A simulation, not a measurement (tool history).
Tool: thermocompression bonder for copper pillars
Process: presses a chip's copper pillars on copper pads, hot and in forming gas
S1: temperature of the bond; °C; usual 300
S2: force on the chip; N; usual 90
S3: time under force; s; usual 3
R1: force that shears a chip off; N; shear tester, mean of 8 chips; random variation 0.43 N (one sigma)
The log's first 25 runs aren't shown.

run	hour	S1	S2	S3	R1
26	279.8	290	82	8	37.8
27	286.8	290	70	8	32.1
28	296.8	290	70	8	32.0
29	306.5	290	70	8	32.9
30	320.4	300	129	2	38.3
31	331.0	313	90	4	38.7
32	347.0	276	70	3	19.1
33	357.0	323	86	6	46.3
34	367.5	323	86	6	46.0
35	374.6	323	104	3	43.2
36	388.7	323	104	3	43.4
37	401.3	323	104	3	43.2
38	409.8	323	104	3	43.3
39	417.5	323	104	3	42.7

5 ways to go on from here, each from the tool as it stands after run 39. What would each give?
A	425.8	288	79	7	?
B	425.8	300	90	2	?
C	425.8	298	104	3	?
D	425.8	280	104	3	?
E	425.8	279	104	2	?

run	R1
A	33.0
B	26.0
C	35.3
D	29.6
E	25.6
Without the tool's hidden state the same runs would have given:
run	R1
A	34.7
B	27.3
C	37.0
D	31.2
E	26.9
